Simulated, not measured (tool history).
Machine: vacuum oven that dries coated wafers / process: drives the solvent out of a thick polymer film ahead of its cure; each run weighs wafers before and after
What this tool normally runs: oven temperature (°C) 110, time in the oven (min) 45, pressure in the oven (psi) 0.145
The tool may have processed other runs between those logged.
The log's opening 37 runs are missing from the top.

run     day  oven temperature (°C)  time in the oven (min)  pressure in the oven (psi)  hours of work since the thermocouples were calibrated  hours of work since the vacuum gauge was cleaned of residue  solvent left in the film (%)
 38  40.908                    112                      66                       0.242                                                    828                                                           89                          1.01
 39  41.958                    118                      66                       0.157                                                    838                                                          100                          0.42
 40  42.679                    118                      66                       0.157                                                    846                                                          107                          0.43
 41  44.038                    108                      49                       0.113                                                    859                                                          120                          1.98
 42  44.967                    108                      49                       0.113                                                    868                                                          130                          1.85
 43  45.675                    101                      29                       0.145                                                    875                                                          137                          7.43
 44    46.7                    101                      29                       0.145                                                    886                                                          147                          7.24
 45  48.204                     97                      41                       0.145                                                    901                                                          162                          6.52
 46  49.596                     97                      41                       0.145                                                    914                                                          176                          6.69
 47  50.346                    114                      25                       0.299                                                    922                                                          183                          4.11

What if the next run were any one of these 4? Each begins from the tool's condition after run 47:
  A  51.225                     96                      67                       0.387                                                    931                                                          192                             ?
  B  51.225                    122                      73                       0.379                                                    931                                                          192                             ?
  C  51.225                    110                      47                       0.342                                                    931                                                          192                             ?
  D  51.225                    115                      42                       0.145                                                    931                                                          192                             ?

run  solvent left in the film (%)
  A                           4.9
  B                          0.87
  C                           2.3
  D                          1.23
Take away the tool's hidden state, keep each run's random variation, and the runs would have read:
run  solvent left in the film (%)
  A                          4.15
  B                           0.8
  C                          1.88
  D                          0.94
